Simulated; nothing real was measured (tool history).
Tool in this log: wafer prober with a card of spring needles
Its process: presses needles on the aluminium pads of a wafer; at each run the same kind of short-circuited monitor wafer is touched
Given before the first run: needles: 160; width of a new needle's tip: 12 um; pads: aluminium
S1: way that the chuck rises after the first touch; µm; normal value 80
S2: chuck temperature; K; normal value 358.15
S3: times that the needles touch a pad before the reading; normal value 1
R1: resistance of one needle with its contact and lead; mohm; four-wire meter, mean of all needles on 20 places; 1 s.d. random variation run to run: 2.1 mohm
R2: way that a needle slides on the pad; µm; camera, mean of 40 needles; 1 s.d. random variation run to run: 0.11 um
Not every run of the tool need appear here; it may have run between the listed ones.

run 1 hour=0.0 | S1=80 S2=358.15 S3=1 | R1=242 R2=15.94
-- hour=14.5 tips cleaned on abrasive film
-- hour=30.1 tips cleaned on abrasive film
run 2 hour=30.2 | S1=80 S2=358.15 S3=2 | R1=233 R2=16.09
-- hour=48.6 tips cleaned on abrasive film
run 3 hour=53.6 | S1=80 S2=358.15 S3=1 | R1=250 R2=16.06
-- hour=66.6 tips cleaned on abrasive film
run 4 hour=80.1 | S1=80 S2=344.15 S3=1 | R1=259 R2=16.01
-- hour=82.8 tips cleaned on abrasive film
-- hour=99.8 tips cleaned on abrasive film
-- hour=118.2 tips cleaned on abrasive film
run 5 hour=127.0 | S1=80 S2=344.15 S3=1 | R1=254 R2=15.94
-- hour=133.9 tips cleaned on abrasive film
-- hour=152.2 tips cleaned on abrasive film
-- hour=168.6 tips cleaned on abrasive film
run 6 hour=173.3 | S1=80 S2=358.15 S3=3 | R1=239 R2=15.94
-- hour=184.4 tips cleaned on abrasive film
run 7 hour=196.9 | S1=80 S2=358.15 S3=3 | R1=247 R2=15.88
-- hour=200.8 tips cleaned on abrasive film
-- hour=217.8 tips cleaned on abrasive film
-- hour=235.3 tips cleaned on abrasive film
run 8 hour=240.6 | S1=80 S2=358.15 S3=2 | R1=242 R2=15.91
-- hour=253.0 tips cleaned on abrasive film
run 9 hour=267.1 | S1=80 S2=358.15 S3=2 | R1=253 R2=15.79
-- hour=271.0 tips cleaned on abrasive film
-- hour=288.6 tips cleaned on abrasive film
-- hour=306.9 tips cleaned on abrasive film
run 10 hour=308.3 | S1=80 S2=358.15 S3=2 | R1=235 R2=15.71
-- hour=325.1 tips cleaned on abrasive film
-- hour=341.8 tips cleaned on abrasive film
run 11 hour=343.5 | S1=80 S2=358.15 S3=2 | R1=237 R2=15.57
-- hour=357.5 tips cleaned on abrasive film
-- hour=374.1 tips cleaned on abrasive film
run 12 hour=376.2 | S1=80 S2=358.15 S3=2 | R1=237 R2=15.43
-- hour=391.2 tips cleaned on abrasive film
-- hour=407.6 tips cleaned on abrasive film
run 13 hour=421.9 | S1=80 S2=315.15 S3=1 | R1=253 R2=15.24
-- hour=425.8 tips cleaned on abrasive film
-- hour=441.6 tips cleaned on abrasive film
run 14 hour=444.3 | S1=80 S2=315.15 S3=1 | R1=231 R2=15.52
-- hour=458.8 tips cleaned on abrasive film
-- hour=474.8 tips cleaned on abrasive film
run 15 hour=475.1 | S1=76 S2=358.15 S3=1 | R1=233 R2=14.66
-- hour=493.6 tips cleaned on abrasive film
run 16 hour=506.3 | S1=76 S2=358.15 S3=1 | R1=261 R2=14.62
-- hour=510.0 tips cleaned on abrasive film
-- hour=525.8 tips cleaned on abrasive film
-- hour=534.3 height of the first contact set anew
-- hour=542.4 tips cleaned on abrasive film
run 17 hour=542.4 | S1=76 S2=341.15 S3=2 | R1=229 R2=15.36
-- hour=557.8 tips cleaned on abrasive film
-- hour=574.8 tips cleaned on abrasive film
run 18 hour=577.0 | S1=76 S2=341.15 S3=2 | R1=231 R2=15.28
-- hour=590.8 tips cleaned on abrasive film
-- hour=608.1 tips cleaned on abrasive film
run 19 hour=610.2 | S1=69 S2=341.15 S3=2 | R1=230 R2=13.79
-- hour=625.3 tips cleaned on abrasive film
-- hour=641.5 tips cleaned on abrasive film
run 20 hour=643.7 | S1=63 S2=298.15 S3=2 | R1=222 R2=12.54
-- hour=657.3 tips cleaned on abrasive film
-- hour=676.3 tips cleaned on abrasive film
run 21 hour=690.1 | S1=63 S2=298.15 S3=2 | R1=239 R2=12.33
-- hour=693.8 tips cleaned on abrasive film
-- hour=709.7 tips cleaned on abrasive film
run 22 hour=713.6 | S1=63 S2=298.15 S3=2 | R1=228 R2=12.52
-- hour=725.9 tips cleaned on abrasive film
run 23 hour=736.0 | S1=76 S2=298.15 S3=2 | R1=236 R2=14.87
-- hour=744.2 tips cleaned on abrasive film
run 24 hour=759.2 | S1=76 S2=298.15 S3=3 | R1=228 R2=15.00
-- hour=762.3 tips cleaned on abrasive film
-- hour=781.1 tips cleaned on abrasive film
run 25 hour=792.6 | S1=88 S2=377.15 S3=1 | R1=262 R2=17.49

What if the next run were any one of these 5? Each begins from the tool's condition after run 25:
-- hour=800.1 tips cleaned on abrasive film
-- hour=818.1 tips cleaned on abrasive film
run A hour=828.0 | S1=80 S2=358.15 S3=3 | R1=? R2=?
-- hour=800.1 tips cleaned on abrasive film
-- hour=818.1 tips cleaned on abrasive film
run B hour=828.0 | S1=91 S2=307.15 S3=1 | R1=? R2=?
-- hour=800.1 tips cleaned on abrasive film
-- hour=818.1 tips cleaned on abrasive film
run C hour=828.0 | S1=68 S2=315.15 S3=1 | R1=? R2=?
-- hour=800.1 tips cleaned on abrasive film
-- hour=818.1 tips cleaned on abrasive film
run D hour=828.0 | S1=75 S2=373.15 S3=2 | R1=? R2=?
-- hour=800.1 tips cleaned on abrasive film
-- hour=818.1 tips cleaned on abrasive film
run E hour=828.0 | S1=88 S2=314.15 S3=2 | R1=? R2=?

run=A R1=240 R2=15.70
run=B R1=241 R2=18.17
run=C R1=247 R2=13.18
run=D R1=245 R2=14.75
run=E R1=231 R2=17.48
Had the tool no hidden state, the same runs would have come out as:
run=A R1=233 R2=16.07
run=B R1=220 R2=18.55
run=C R1=221 R2=13.56
run=D R1=232 R2=15.13
run=E R1=219 R2=17.86

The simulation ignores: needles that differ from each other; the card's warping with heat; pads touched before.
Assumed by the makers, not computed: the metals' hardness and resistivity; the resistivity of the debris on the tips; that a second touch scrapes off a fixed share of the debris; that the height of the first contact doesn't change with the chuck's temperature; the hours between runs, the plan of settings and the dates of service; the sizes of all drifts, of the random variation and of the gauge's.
